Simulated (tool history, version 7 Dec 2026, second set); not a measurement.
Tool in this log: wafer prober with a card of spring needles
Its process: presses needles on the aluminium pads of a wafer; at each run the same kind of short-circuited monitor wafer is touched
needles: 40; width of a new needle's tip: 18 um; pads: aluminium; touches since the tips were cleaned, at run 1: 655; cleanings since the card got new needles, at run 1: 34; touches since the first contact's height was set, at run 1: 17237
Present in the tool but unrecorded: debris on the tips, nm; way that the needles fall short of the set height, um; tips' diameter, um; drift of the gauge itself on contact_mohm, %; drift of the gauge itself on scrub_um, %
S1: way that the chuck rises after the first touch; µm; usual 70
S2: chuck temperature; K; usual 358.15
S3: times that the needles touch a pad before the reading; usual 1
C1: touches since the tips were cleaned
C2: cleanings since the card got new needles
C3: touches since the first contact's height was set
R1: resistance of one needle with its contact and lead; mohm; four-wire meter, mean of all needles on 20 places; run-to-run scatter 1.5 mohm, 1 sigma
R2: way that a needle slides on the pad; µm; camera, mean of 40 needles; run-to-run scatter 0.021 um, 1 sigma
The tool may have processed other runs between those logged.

run	day	S1	S2	S3	C1	C2	C3	R1	R2
1	0	70	358.15	1	655	34	17237	156	12.17
# day 0.392: tips cleaned on abrasive film
# day 0.921: tips cleaned on abrasive film
# day 1.408: tips cleaned on abrasive film
2	1.408	70	358.15	1	0	37	27313	147	12.15
# day 1.938: tips cleaned on abrasive film
# day 2.475: tips cleaned on abrasive film
# day 2.958: tips cleaned on abrasive film
3	2.958	70	358.15	1	0	40	38435	146	12.14
# day 3.483: tips cleaned on abrasive film
# day 4.017: tips cleaned on abrasive film
# day 4.533: tips cleaned on abrasive film
4	4.621	70	358.15	1	640	43	50357	162	12.11
# day 5.054: tips cleaned on abrasive film
# day 5.583: tips cleaned on abrasive film
# day 6.025: tips cleaned on abrasive film
5	6.275	70	358.15	1	1811	46	62216	177	12.08
# day 6.475: tips cleaned on abrasive film
# day 6.917: tips cleaned on abrasive film
6	7.229	70	358.15	1	2253	48	69032	179	12.09
# day 7.45: tips cleaned on abrasive film
# day 7.892: tips cleaned on abrasive film
# day 8.433: tips cleaned on abrasive film
7	8.45	75	358.15	1	95	51	77757	144	12.88
# day 8.883: tips cleaned on abrasive film
# day 9.325: tips cleaned on abrasive film
# day 9.767: tips cleaned on abrasive film
8	10.162	75	358.15	1	2856	54	90045	178	12.86
# day 10.262: tips cleaned on abrasive film
# day 10.812: tips cleaned on abrasive film
9	11.112	75	343.15	1	2166	56	96854	169	12.87
# day 11.333: tips cleaned on abrasive film
# day 11.775: tips cleaned on abrasive film
# day 12.3: tips cleaned on abrasive film
10	12.3	70	318.15	1	0	59	105344	138	11.93
# day 12.829: tips cleaned on abrasive film
# day 12.842: height of the first contact set anew
# day 13.283: tips cleaned on abrasive film
11	13.296	70	318.15	1	103	61	3262	142	12.22
# day 13.738: tips cleaned on abrasive film
# day 14.179: tips cleaned on abrasive film
# day 14.7: tips cleaned on abrasive film
12	14.7	61	358.15	1	0	64	13299	150	10.66
# day 15.25: tips cleaned on abrasive film
# day 15.762: tips cleaned on abrasive film
13	16.021	61	358.15	1	1886	66	22802	180	10.6
# day 16.246: tips cleaned on abrasive film
# day 16.775: tips cleaned on abrasive film
14	17.062	61	301.15	1	2072	68	30249	183	10.58
# day 17.258: tips cleaned on abrasive film
# day 17.7: tips cleaned on abrasive film
# day 18.246: tips cleaned on abrasive film
15	18.679	65	334.15	1	3149	71	41856	193	11.28
# day 18.792: tips cleaned on abrasive film
# day 19.342: tips cleaned on abrasive film
# day 19.867: tips cleaned on abrasive film
# day 20.4: tips cleaned on abrasive film
16	20.521	59	359.15	1	856	75	55024	174	10.23
# day 20.933: tips cleaned on abrasive film
# day 21.429: tips cleaned on abrasive film
17	21.429	70	305.15	3	0	77	61525	140	12.14
# day 21.933: tips cleaned on abrasive film
18	22.271	83	371.15	1	2452	78	67599	171	14.35
# day 22.471: tips cleaned on abrasive film
# day 23.004: tips cleaned on abrasive film
# day 23.446: tips cleaned on abrasive film
# day 23.988: tips cleaned on abrasive film
19	24.125	70	382.15	3	990	82	80851	157	12.04
# day 24.454: tips cleaned on abrasive film
# day 24.992: tips cleaned on abrasive film
# day 25.512: tips cleaned on abrasive film
20	25.733	55	299.15	2	1591	85	92400	166	9.4

Across each entry between runs, compare the hidden state at the last listed run before it with the hidden state at the first listed run after it:
In the gap between runs 1 and 2: tips cleaned on abrasive film (day 0.392); tips cleaned on abrasive film (day 0.921); tips cleaned on abrasive film (day 1.408)
  debris on the tips, nm: 20.1 -> 4.1; way that the needles fall short of the set height, um: 0.25 -> 0.42; tips' diameter, um: 18.6 -> 18.66
  difference, measured minus the result without the unlogged condition, R1: +13 -> +3 mohm; R2: -0.04 -> -0.07 µm
In the gap between runs 2 and 3: tips cleaned on abrasive film (day 1.938); tips cleaned on abrasive film (day 2.475); tips cleaned on abrasive film (day 2.958)
  debris on the tips, nm: 4.1 -> 3.6; way that the needles fall short of the set height, um: 0.42 -> 0.6; tips' diameter, um: 18.66 -> 18.72
  difference, measured minus the result without the unlogged condition, R1: +3 -> +3 mohm; R2: -0.07 -> -0.1 µm
In the gap between runs 3 and 4: tips cleaned on abrasive film (day 3.483); tips cleaned on abrasive film (day 4.017); tips cleaned on abrasive film (day 4.533)
  debris on the tips, nm: 3.6 -> 21.8; way that the needles fall short of the set height, um: 0.6 -> 0.77; tips' diameter, um: 18.72 -> 18.78
  difference, measured minus the result without the unlogged condition, R1: +3 -> +16 mohm; R2: -0.1 -> -0.14 µm
In the gap between runs 4 and 5: tips cleaned on abrasive film (day 5.054); tips cleaned on abrasive film (day 5.583); tips cleaned on abrasive film (day 6.025)
  debris on the tips, nm: 21.8 -> 43; way that the needles fall short of the set height, um: 0.77 -> 0.95; tips' diameter, um: 18.78 -> 18.85
  difference, measured minus the result without the unlogged condition, R1: +16 -> +30 mohm; R2: -0.14 -> -0.17 µm
In the gap between runs 5 and 6: tips cleaned on abrasive film (day 6.475); tips cleaned on abrasive film (day 6.917)
  debris on the tips, nm: 43 -> 46.5; way that the needles fall short of the set height, um: 0.95 -> 1.05; tips' diameter, um: 18.85 -> 18.88
  difference, measured minus the result without the unlogged condition, R1: +30 -> +33 mohm; R2: -0.17 -> -0.18 µm
In the gap between runs 6 and 7: tips cleaned on abrasive film (day 7.45); tips cleaned on abrasive film (day 7.892); tips cleaned on abrasive film (day 8.433)
  debris on the tips, nm: 46.5 -> 5.9; way that the needles fall short of the set height, um: 1.05 -> 1.2; tips' diameter, um: 18.88 -> 18.93
  difference, measured minus the result without the unlogged condition, R1: +33 -> +5 mohm; R2: -0.18 -> -0.21 µm
In the gap between runs 7 and 8: tips cleaned on abrasive film (day 8.883); tips cleaned on abrasive film (day 9.325); tips cleaned on abrasive film (day 9.767)
  debris on the tips, nm: 5.9 -> 55.4; way that the needles fall short of the set height, um: 1.2 -> 1.34; tips' diameter, um: 18.93 -> 18.98
  difference, measured minus the result without the unlogged condition, R1: +5 -> +35 mohm; R2: -0.21 -> -0.23 µm
In the gap between runs 8 and 9: tips cleaned on abrasive film (day 10.262); tips cleaned on abrasive film (day 10.812)
  debris on the tips, nm: 55.4 -> 45.1; way that the needles fall short of the set height, um: 1.34 -> 1.44; tips' diameter, um: 18.98 -> 19.02
  difference, measured minus the result without the unlogged condition, R1: +35 -> +30 mohm; R2: -0.23 -> -0.25 µm
In the gap between runs 9 and 10: tips cleaned on abrasive film (day 11.333); tips cleaned on abrasive film (day 11.775); tips cleaned on abrasive film (day 12.3)
  debris on the tips, nm: 45.1 -> 3.8; way that the needles fall short of the set height, um: 1.44 -> 1.59; tips' diameter, um: 19.02 -> 19.07
  difference, measured minus the result without the unlogged condition, R1: +30 -> +4 mohm; R2: -0.25 -> -0.28 µm
In the gap between runs 10 and 11: tips cleaned on abrasive film (day 12.829); height of the first contact set anew (day 12.842); tips cleaned on abrasive film (day 13.283)
  debris on the tips, nm: 3.8 -> 5.8; way that the needles fall short of the set height, um: 1.59 -> 0.04; tips' diameter, um: 19.07 -> 19.1
  difference, measured minus the result without the unlogged condition, R1: +4 -> +5 mohm; R2: -0.28 -> -0.01 µm
In the gap between runs 11 and 12: tips cleaned on abrasive film (day 13.738); tips cleaned on abrasive film (day 14.179); tips cleaned on abrasive film (day 14.7)
  debris on the tips, nm: 5.8 -> 3.3; way that the needles fall short of the set height, um: 0.04 -> 0.19; tips' diameter, um: 19.1 -> 19.15
  difference, measured minus the result without the unlogged condition, R1: +5 -> +4 mohm; R2: -0.01 -> -0.03 µm
In the gap between runs 12 and 13: tips cleaned on abrasive film (day 15.25); tips cleaned on abrasive film (day 15.762)
  debris on the tips, nm: 3.3 -> 40.3; way that the needles fall short of the set height, um: 0.19 -> 0.29; tips' diameter, um: 19.15 -> 19.19
  difference, measured minus the result without the unlogged condition, R1: +4 -> +36 mohm; R2: -0.03 -> -0.05 µm
In the gap between runs 13 and 14: tips cleaned on abrasive film (day 16.246); tips cleaned on abrasive film (day 16.775)
  debris on the tips, nm: 40.3 -> 44.5; way that the needles fall short of the set height, um: 0.29 -> 0.38; tips' diameter, um: 19.19 -> 19.22
  difference, measured minus the result without the unlogged condition, R1: +36 -> +44 mohm; R2: -0.05 -> -0.07 µm
In the gap between runs 14 and 15: tips cleaned on abrasive film (day 17.258); tips cleaned on abrasive film (day 17.7); tips cleaned on abrasive film (day 18.246)
  debris on the tips, nm: 44.5 -> 60; way that the needles fall short of the set height, um: 0.38 -> 0.53; tips' diameter, um: 19.22 -> 19.27
  difference, measured minus the result without the unlogged condition, R1: +44 -> +51 mohm; R2: -0.07 -> -0.09 µm
In the gap between runs 15 and 16: tips cleaned on abrasive film (day 18.792); tips cleaned on abrasive film (day 19.342); tips cleaned on abrasive film (day 19.867); tips cleaned on abrasive film (day 20.4)
  debris on the tips, nm: 60 -> 24.9; way that the needles fall short of the set height, um: 0.53 -> 0.73; tips' diameter, um: 19.27 -> 19.34
  difference, measured minus the result without the unlogged condition, R1: +51 -> +25 mohm; R2: -0.09 -> -0.13 µm
In the gap between runs 16 and 17: tips cleaned on abrasive film (day 20.933); tips cleaned on abrasive film (day 21.429)
  debris on the tips, nm: 24.9 -> 3.3; way that the needles fall short of the set height, um: 0.73 -> 0.83; tips' diameter, um: 19.34 -> 19.37
  difference, measured minus the result without the unlogged condition, R1: +25 -> +2 mohm; R2: -0.13 -> -0.14 µm
In the gap between runs 17 and 18: tips cleaned on abrasive film (day 21.933)
  debris on the tips, nm: 3.3 -> 50.9; way that the needles fall short of the set height, um: 0.83 -> 0.87; tips' diameter, um: 19.37 -> 19.39
  difference, measured minus the result without the unlogged condition, R1: +2 -> +28 mohm; R2: -0.14 -> -0.16 µm
In the gap between runs 18 and 19: tips cleaned on abrasive film (day 22.471); tips cleaned on abrasive film (day 23.004); tips cleaned on abrasive film (day 23.446); tips cleaned on abrasive film (day 23.988)
  debris on the tips, nm: 50.9 -> 25.1; way that the needles fall short of the set height, um: 0.87 -> 1.08; tips' diameter, um: 19.39 -> 19.46
  difference, measured minus the result without the unlogged condition, R1: +28 -> +8 mohm; R2: -0.16 -> -0.19 µm
In the gap between runs 19 and 20: tips cleaned on abrasive film (day 24.454); tips cleaned on abrasive film (day 24.992); tips cleaned on abrasive film (day 25.512)
  debris on the tips, nm: 25.1 -> 39.3; way that the needles fall short of the set height, um: 1.08 -> 1.23; tips' diameter, um: 19.46 -> 19.51
  difference, measured minus the result without the unlogged condition, R1: +8 -> +30 mohm; R2: -0.19 -> -0.21 µm
